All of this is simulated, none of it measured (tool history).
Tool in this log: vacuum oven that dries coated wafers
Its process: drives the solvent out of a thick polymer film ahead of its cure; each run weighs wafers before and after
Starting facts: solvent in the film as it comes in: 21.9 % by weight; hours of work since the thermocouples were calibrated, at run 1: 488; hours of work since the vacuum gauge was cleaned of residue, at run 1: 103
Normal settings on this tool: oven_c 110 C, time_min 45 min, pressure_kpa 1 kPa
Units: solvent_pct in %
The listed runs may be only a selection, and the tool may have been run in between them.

run	day	oven_c	time_min	pressure_kpa	hours of work since the thermocouples were calibrated	hours of work since the vacuum gauge was cleaned of residue	solvent_pct
1	0	110	45	1	488	103	1.06
2	0.554	110	45	1	496	111	1.04
3	0.988	110	38	1	502	117	1.53
4	1.633	110	50	1	511	127	0.89
5	1.933	110	50	2.14	516	131	1.3
6	2.592	110	40	1	525	141	1.37
7	2.888	110	40	1	530	145	1.37
8	3.383	110	40	1	537	152	1.36
# day 3.492: vacuum gauge cleaned of residue and calibrated
9	3.779	110	40	1	542	4	1.38
10	4.088	96	45	1	546	9	5.14
11	4.558	122	56	1	553	16	0.28
12	5.208	122	34	0.65	563	25	0.34
13	5.567	119	23	0.65	568	30	1.29
# day 5.683: vacuum gauge cleaned of residue and calibrated, once more
14	6.258	119	23	0.65	577	8	1.24
15	6.667	99	23	0.65	583	14	7.97
16	7.079	113	35	0.62	589	20	1.09
17	7.429	120	38	1.93	594	25	0.64

Run 18 comes next. What will it give?
18	7.754	96	39	1.42	599	30	?

Run 18 measured solvent_pct 6.19 %.
Were there no unlogged condition in the tool, this run, its random variation unchanged, would have produced solvent_pct 6.65 %.
